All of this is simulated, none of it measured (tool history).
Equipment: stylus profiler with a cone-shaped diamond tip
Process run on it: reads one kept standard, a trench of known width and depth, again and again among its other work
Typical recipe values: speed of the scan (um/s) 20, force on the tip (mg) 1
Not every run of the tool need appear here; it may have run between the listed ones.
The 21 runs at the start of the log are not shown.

run,hour,speed of the scan (um/s),force on the tip (mg),scans with this tip,hours of work since the height scale was calibrated,depth of the trench (angstrom),width of the trench's floor (um)
22,511.4,20,2.6,10970,869,2017.6,96.84
23,540.6,20,2.6,11205,888,2017.4,96.8
24,572.6,7,1.3,11460,908,2009.2,96.82
25,596.7,7,1.3,11653,923,2008.3,96.87
# hour 599.7: height scale calibrated on a step standard
26,611.6,7,1.3,11769,8,2003.9,96.77
27,632.8,5,0.38,11938,21,1994.6,96.86
# hour 665.4: height scale calibrated on a step standard, once more
28,665.4,5,0.38,12195,0,2005.8,96.73
29,682.7,6,0.38,12334,11,2007.2,96.7
30,709,9,0.53,12544,28,2011.1,96.74
31,725.1,13,0.39,12673,38,2005.8,96.64
32,740.8,24,0.39,12799,48,2006.8,96.51
33,770.6,20,0.4,13037,67,2007,96.55
34,803.4,11,0.4,13300,87,2006.3,96.62
35,823.1,11,0.4,13458,100,2007,96.63
36,845.7,11,0.4,13638,114,2008.5,96.6
37,872.5,10,1.9,13853,131,2021.3,96.64
38,898.6,15,1.35,14062,148,2015.1,96.65
39,918.5,15,1.35,14221,160,2015.5,96.46
40,935.2,15,2.15,14355,171,2022.8,96.57
41,965.3,15,2.15,14596,190,2021.3,96.58
42,994.5,20,2.15,14829,209,2021.5,96.5
43,1015.5,20,2.15,14998,222,2022.3,96.54

Here are 3 independent what-if runs from the current tool condition. What would each one return?
A,1038.6,6,1.52,15182,237,?,?
B,1038.6,23,0.89,15182,237,?,?
C,1038.6,18,2.15,15182,237,?,?

run,depth of the trench (angstrom),width of the trench's floor (um)
A,2016.3,96.58
B,2012.1,96.4
C,2019.4,96.5
The same runs, with their run-to-run variation unchanged, on a tool lacking any hidden condition would have given:
run,depth of the trench (angstrom),width of the trench's floor (um)
A,2017.7,98.02
B,2013.5,97.84
C,2020.8,97.94
